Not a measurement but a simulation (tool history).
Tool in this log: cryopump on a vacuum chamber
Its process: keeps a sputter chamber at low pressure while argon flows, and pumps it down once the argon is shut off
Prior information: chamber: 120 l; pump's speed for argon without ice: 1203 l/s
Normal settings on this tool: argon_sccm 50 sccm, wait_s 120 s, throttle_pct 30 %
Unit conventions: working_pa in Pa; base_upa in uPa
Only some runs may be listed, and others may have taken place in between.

{"run": 1, "hour": 0.0, "argon_sccm": 50, "wait_s": 120, "throttle_pct": 30, "working_pa": 0.2554, "base_upa": 4.78}
{"run": 2, "hour": 18.7, "argon_sccm": 50, "wait_s": 120, "throttle_pct": 30, "working_pa": 0.2565, "base_upa": 5.04}
{"run": 3, "hour": 36.7, "argon_sccm": 50, "wait_s": 120, "throttle_pct": 30, "working_pa": 0.2576, "base_upa": 5}
{"run": 4, "hour": 48.4, "argon_sccm": 84, "wait_s": 120, "throttle_pct": 30, "working_pa": 0.4316, "base_upa": 5.11}
{"run": 5, "hour": 69.0, "argon_sccm": 84, "wait_s": 120, "throttle_pct": 30, "working_pa": 0.4373, "base_upa": 5.18}
{"run": 6, "hour": 82.6, "argon_sccm": 84, "wait_s": 120, "throttle_pct": 30, "working_pa": 0.439, "base_upa": 5.13}
{"run": 7, "hour": 96.6, "argon_sccm": 83, "wait_s": 120, "throttle_pct": 30, "working_pa": 0.4345, "base_upa": 5.35}
{"run": 8, "hour": 105.8, "argon_sccm": 83, "wait_s": 120, "throttle_pct": 30, "working_pa": 0.4354, "base_upa": 5.29}
{"hour": 119.9, "done": "pump warmed up, emptied and cooled again"}
{"run": 9, "hour": 126.0, "argon_sccm": 83, "wait_s": 120, "throttle_pct": 30, "working_pa": 0.3894, "base_upa": 4.17}
{"run": 10, "hour": 143.9, "argon_sccm": 50, "wait_s": 120, "throttle_pct": 30, "working_pa": 0.2374, "base_upa": 4.03}
{"run": 11, "hour": 157.0, "argon_sccm": 50, "wait_s": 120, "throttle_pct": 30, "working_pa": 0.2371, "base_upa": 4.24}
{"run": 12, "hour": 167.1, "argon_sccm": 50, "wait_s": 120, "throttle_pct": 30, "working_pa": 0.2378, "base_upa": 4.21}
{"run": 13, "hour": 187.5, "argon_sccm": 32, "wait_s": 120, "throttle_pct": 28, "working_pa": 0.1633, "base_upa": 4.31}
{"run": 14, "hour": 202.5, "argon_sccm": 32, "wait_s": 84, "throttle_pct": 26, "working_pa": 0.1743, "base_upa": 4.73}
{"run": 15, "hour": 221.8, "argon_sccm": 32, "wait_s": 84, "throttle_pct": 26, "working_pa": 0.1763, "base_upa": 4.69}
{"run": 16, "hour": 243.5, "argon_sccm": 50, "wait_s": 46, "throttle_pct": 30, "working_pa": 0.2393, "base_upa": 5.95}
{"run": 17, "hour": 261.1, "argon_sccm": 59, "wait_s": 46, "throttle_pct": 26, "working_pa": 0.3233, "base_upa": 5.92}
{"run": 18, "hour": 276.5, "argon_sccm": 71, "wait_s": 26, "throttle_pct": 21, "working_pa": 0.4847, "base_upa": 7.74}
{"run": 19, "hour": 294.8, "argon_sccm": 72, "wait_s": 32, "throttle_pct": 60, "working_pa": 0.1784, "base_upa": 6.89}
{"run": 20, "hour": 304.8, "argon_sccm": 85, "wait_s": 84, "throttle_pct": 53, "working_pa": 0.2383, "base_upa": 4.87}
{"run": 21, "hour": 313.9, "argon_sccm": 85, "wait_s": 84, "throttle_pct": 53, "working_pa": 0.2398, "base_upa": 5.02}

5 options for the next run, each taken on its own from the tool as it stands now. Forecast them:
{"run": "A", "hour": 333.2, "argon_sccm": 85, "wait_s": 28, "throttle_pct": 34, "working_pa": "?", "base_upa": "?"}
{"run": "B", "hour": 333.2, "argon_sccm": 54, "wait_s": 120, "throttle_pct": 30, "working_pa": "?", "base_upa": "?"}
{"run": "C", "hour": 333.2, "argon_sccm": 50, "wait_s": 120, "throttle_pct": 42, "working_pa": "?", "base_upa": "?"}
{"run": "D", "hour": 333.2, "argon_sccm": 40, "wait_s": 120, "throttle_pct": 30, "working_pa": "?", "base_upa": "?"}
{"run": "E", "hour": 333.2, "argon_sccm": 85, "wait_s": 273, "throttle_pct": 48, "working_pa": "?", "base_upa": "?"}

run=A working_pa=0.368 base_upa=7.72
run=B working_pa=0.2634 base_upa=4.55
run=C working_pa=0.1757 base_upa=4.54
run=D working_pa=0.1964 base_upa=4.5
run=E working_pa=0.263 base_upa=3.97
Without the tool's unlogged condition, the same runs would have read:
run=A working_pa=0.353 base_upa=4.35
run=B working_pa=0.2539 base_upa=1.19
run=C working_pa=0.1669 base_upa=1.19
run=D working_pa=0.1893 base_upa=1.19
run=E working_pa=0.2481 base_upa=0.66

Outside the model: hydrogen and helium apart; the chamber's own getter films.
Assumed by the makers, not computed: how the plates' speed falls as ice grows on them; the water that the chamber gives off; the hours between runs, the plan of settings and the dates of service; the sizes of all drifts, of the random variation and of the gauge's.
